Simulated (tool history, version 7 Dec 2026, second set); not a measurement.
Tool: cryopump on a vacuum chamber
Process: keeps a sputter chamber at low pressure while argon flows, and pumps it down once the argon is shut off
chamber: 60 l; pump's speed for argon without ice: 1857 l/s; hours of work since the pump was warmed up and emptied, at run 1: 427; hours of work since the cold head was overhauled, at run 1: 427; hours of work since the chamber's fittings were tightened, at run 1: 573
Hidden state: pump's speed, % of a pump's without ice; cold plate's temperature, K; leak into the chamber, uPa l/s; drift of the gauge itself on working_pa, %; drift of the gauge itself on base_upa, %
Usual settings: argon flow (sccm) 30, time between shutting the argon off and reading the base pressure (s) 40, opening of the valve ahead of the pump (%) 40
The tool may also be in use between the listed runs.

run	hour	argon flow (sccm)	time between shutting the argon off and reading the base pressure (s)	opening of the valve ahead of the pump (%)	hours of work since the pump was warmed up and emptied	hours of work since the cold head was overhauled	hours of work since the chamber's fittings were tightened	pressure while argon flows (Pa)	pressure after the wait (uPa)
1	0.0	30	40	40	427	427	573	0.0725	1.85
2	14.8	30	40	40	434	434	581	0.0726	1.90
3	49.2	30	40	40	452	452	599	0.0738	1.90
4	69.4	30	40	40	463	463	610	0.0733	1.87
5	84.5	30	40	40	471	471	618	0.0741	1.94
6	111.0	30	40	40	485	485	632	0.0749	1.94
7	134.4	30	40	28	497	497	644	0.1046	1.99
8	151.7	21	58	28	506	506	653	0.0716	1.66
9	174.0	30	68	17	518	518	665	0.1657	1.64
10	206.6	60	58	29	535	535	682	0.2025	1.73
11	227.2	28	76	17	546	546	692	0.1571	1.60
12	256.9	15	57	22	561	561	708	0.0650	1.82
13	280.5	14	43	31	574	574	720	0.0438	2.07
14	298.5	30	32	16	583	583	730	0.1781	2.36

Forecast each of these 4 alternatives for the next run:
A	320.3	20	32	16	594	594	741	?	?
B	320.3	57	40	40	594	594	741	?	?
C	320.3	30	32	21	594	594	741	?	?
D	320.3	12	32	16	594	594	741	?	?

run	pressure while argon flows (Pa)	pressure after the wait (uPa)
A	0.1199	2.39
B	0.1431	2.17
C	0.1370	2.33
D	0.0710	2.42
Without the tool's hidden state the same runs would have given:
run	pressure while argon flows (Pa)	pressure after the wait (uPa)
A	0.1149	1.34
B	0.1293	1.12
C	0.1297	1.30
D	0.0680	1.35
